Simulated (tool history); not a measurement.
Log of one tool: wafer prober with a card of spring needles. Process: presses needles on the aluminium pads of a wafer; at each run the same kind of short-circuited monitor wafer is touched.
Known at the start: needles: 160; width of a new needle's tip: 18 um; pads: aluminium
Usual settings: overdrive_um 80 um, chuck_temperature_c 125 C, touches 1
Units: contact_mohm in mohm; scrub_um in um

| run | hour | overdrive_um | chuck_temperature_c | touches | contact_mohm | scrub_um |
|---|---|---|---|---|---|---|
| 1 | 0 | 80 | 125 | 1 | 148 | 21.8 |
|  | 12.3 | tips cleaned on abrasive film |
|  | 27.6 | tips cleaned on abrasive film |
|  | 39.9 | tips cleaned on abrasive film |
|  | 55 | tips cleaned on abrasive film |
| 2 | 64 | 80 | 125 | 1 | 162 | 21.64 |
|  | 70.2 | tips cleaned on abrasive film |
|  | 85.2 | tips cleaned on abrasive film |
|  | 100.4 | tips cleaned on abrasive film |
| 3 | 105.3 | 80 | 125 | 1 | 156 | 21.62 |
|  | 114.5 | tips cleaned on abrasive film |
|  | 129.9 | tips cleaned on abrasive film |
|  | 136.3 | height of the first contact set anew |
|  | 142.5 | tips cleaned on abrasive film |
|  | 156.2 | tips cleaned on abrasive film |
| 4 | 156.2 | 80 | 125 | 1 | 149 | 21.91 |
|  | 171.3 | tips cleaned on abrasive film |
|  | 186.3 | tips cleaned on abrasive film |
| 5 | 196.2 | 80 | 125 | 1 | 160 | 21.84 |
|  | 199.4 | tips cleaned on abrasive film |
|  | 214.5 | tips cleaned on abrasive film |
|  | 226.8 | tips cleaned on abrasive film |
| 6 | 228 | 80 | 125 | 1 | 149 | 21.74 |
|  | 240.3 | tips cleaned on abrasive film |
|  | 255.6 | tips cleaned on abrasive film |
|  | 270.8 | tips cleaned on abrasive film |
|  | 283.1 | tips cleaned on abrasive film |
| 7 | 290 | 80 | 125 | 1 | 158 | 21.63 |
|  | 296.2 | tips cleaned on abrasive film |
|  | 308.5 | tips cleaned on abrasive film |
|  | 320.8 | tips cleaned on abrasive film |
|  | 333.1 | tips cleaned on abrasive film |
|  | 333.4 | height of the first contact set anew |
|  | 348.6 | tips cleaned on abrasive film |
| 8 | 357 | 80 | 125 | 1 | 163 | 21.89 |
|  | 363.2 | tips cleaned on abrasive film |
|  | 375.5 | tips cleaned on abrasive film |
|  | 387.8 | tips cleaned on abrasive film |
|  | 400.9 | tips cleaned on abrasive film |
| 9 | 400.9 | 80 | 125 | 1 | 150 | 21.77 |
|  | 416 | tips cleaned on abrasive film |
|  | 428.3 | tips cleaned on abrasive film |
| 10 | 435.8 | 80 | 125 | 1 | 160 | 21.76 |
|  | 442 | tips cleaned on abrasive film |
|  | 454.3 | tips cleaned on abrasive film |
|  | 469.4 | tips cleaned on abrasive film |
|  | 481.7 | tips cleaned on abrasive film |
| 11 | 482.8 | 80 | 125 | 1 | 149 | 21.57 |
|  | 495.1 | tips cleaned on abrasive film |
|  | 507.4 | tips cleaned on abrasive film |
|  | 522.7 | tips cleaned on abrasive film |
|  | 532.2 | height of the first contact set anew |
|  | 535.3 | tips cleaned on abrasive film |
| 12 | 541.3 | 80 | 125 | 1 | 158 | 21.9 |
|  | 550.6 | tips cleaned on abrasive film |
|  | 565.9 | tips cleaned on abrasive film |
|  | 578.2 | tips cleaned on abrasive film |
| 13 | 589.6 | 80 | 125 | 1 | 164 | 21.8 |
|  | 592.7 | tips cleaned on abrasive film |
|  | 605 | tips cleaned on abrasive film |
|  | 617.3 | tips cleaned on abrasive film |
|  | 632.5 | tips cleaned on abrasive film |
|  | 647.3 | tips cleaned on abrasive film |
| 14 | 657.4 | 80 | 125 | 1 | 162 | 21.64 |
|  | 660.6 | tips cleaned on abrasive film |
|  | 672.9 | tips cleaned on abrasive film |
|  | 685.2 | tips cleaned on abrasive film |
|  | 700.5 | tips cleaned on abrasive film |
| 15 | 705.4 | 80 | 125 | 1 | 162 | 21.56 |
|  | 714.7 | tips cleaned on abrasive film |
|  | 729.9 | tips cleaned on abrasive film |
|  | 730.2 | height of the first contact set anew |
|  | 745.5 | tips cleaned on abrasive film |
|  | 757.8 | tips cleaned on abrasive film |
| 16 | 770 | 80 | 125 | 1 | 164 | 21.84 |
|  | 773.1 | tips cleaned on abrasive film |
|  | 785.4 | tips cleaned on abrasive film |
|  | 800.6 | tips cleaned on abrasive film |
| 17 | 802.7 | 63 | 125 | 2 | 157 | 17.14 |
|  | 814.8 | tips cleaned on abrasive film |
|  | 827.1 | tips cleaned on abrasive film |
|  | 839.4 | tips cleaned on abrasive film |
|  | 851.7 | tips cleaned on abrasive film |
| 18 | 857.2 | 80 | 45 | 1 | 149 | 21.67 |
|  | 866.4 | tips cleaned on abrasive film |
|  | 881.7 | tips cleaned on abrasive film |
|  | 894.1 | tips cleaned on abrasive film |
| 19 | 902.4 | 80 | 45 | 1 | 154 | 21.58 |
|  | 908.6 | tips cleaned on abrasive film |
|  | 924 | tips cleaned on abrasive film |
|  | 927.3 | height of the first contact set anew |
|  | 936.6 | tips cleaned on abrasive film |
|  | 951.5 | tips cleaned on abrasive film |
|  | 966.8 | tips cleaned on abrasive film |
| 20 | 971 | 80 | 80 | 2 | 147 | 21.85 |
|  | 980.2 | tips cleaned on abrasive film |
|  | 992.5 | tips cleaned on abrasive film |
|  | 1004.8 | tips cleaned on abrasive film |
|  | 1017.1 | tips cleaned on abrasive film |
|  | 1032.5 | tips cleaned on abrasive film |
| 21 | 1035.3 | 80 | 43 | 1 | 146 | 21.66 |
|  | 1047.5 | tips cleaned on abrasive film |
|  | 1062.9 | tips cleaned on abrasive film |
|  | 1075.2 | tips cleaned on abrasive film |
| 22 | 1083.1 | 89 | 35 | 1 | 146 | 24.04 |
|  | 1089.3 | tips cleaned on abrasive film |
|  | 1104.7 | tips cleaned on abrasive film |
|  | 1119.9 | tips cleaned on abrasive film |
|  | 1126.3 | height of the first contact set anew |
|  | 1132.5 | tips cleaned on abrasive film |
|  | 1147.6 | tips cleaned on abrasive film |
| 23 | 1147.6 | 75 | 35 | 1 | 138 | 20.47 |
|  | 1163 | tips cleaned on abrasive film |
|  | 1178.3 | tips cleaned on abrasive film |
| 24 | 1188.8 | 80 | 125 | 1 | 167 | 21.84 |
|  | 1192 | tips cleaned on abrasive film |
|  | 1204.3 | tips cleaned on abrasive film |
|  | 1219.3 | tips cleaned on abrasive film |
| 25 | 1225.2 | 81 | 125 | 1 | 161 | 21.99 |
|  | 1234.4 | tips cleaned on abrasive film |
|  | 1246.7 | tips cleaned on abrasive film |
| 26 | 1254.4 | 80 | 77 | 2 | 153 | 21.67 |
|  | 1260.6 | tips cleaned on abrasive film |
|  | 1272.9 | tips cleaned on abrasive film |
|  | 1285.2 | tips cleaned on abrasive film |
|  | 1297.5 | tips cleaned on abrasive film |
|  | 1312.8 | tips cleaned on abrasive film |
| 27 | 1314.2 | 67 | 41 | 1 | 146 | 17.97 |

Forecast each of these 3 alternatives for the next run:
|  | 1323.6 | height of the first contact set anew |
|  | 1326.8 | tips cleaned on abrasive film |
|  | 1342.1 | tips cleaned on abrasive film |
|  | 1354.4 | tips cleaned on abrasive film |
| A | 1361 | 60 | 32 | 2 | ? | ? |
|  | 1323.6 | height of the first contact set anew |
|  | 1326.8 | tips cleaned on abrasive film |
|  | 1342.1 | tips cleaned on abrasive film |
|  | 1354.4 | tips cleaned on abrasive film |
| B | 1361 | 84 | 45 | 2 | ? | ? |
|  | 1323.6 | height of the first contact set anew |
|  | 1326.8 | tips cleaned on abrasive film |
|  | 1342.1 | tips cleaned on abrasive film |
|  | 1354.4 | tips cleaned on abrasive film |
| C | 1361 | 88 | 41 | 2 | ? | ? |

| run | contact_mohm | scrub_um |
|---|---|---|
| A | 155 | 16.35 |
| B | 143 | 22.92 |
| C | 142 | 24.01 |
Without the tool's hidden state the same runs would have given:
| run | contact_mohm | scrub_um |
|---|---|---|
| A | 136 | 16.44 |
| B | 132 | 23.01 |
| C | 132 | 24.1 |

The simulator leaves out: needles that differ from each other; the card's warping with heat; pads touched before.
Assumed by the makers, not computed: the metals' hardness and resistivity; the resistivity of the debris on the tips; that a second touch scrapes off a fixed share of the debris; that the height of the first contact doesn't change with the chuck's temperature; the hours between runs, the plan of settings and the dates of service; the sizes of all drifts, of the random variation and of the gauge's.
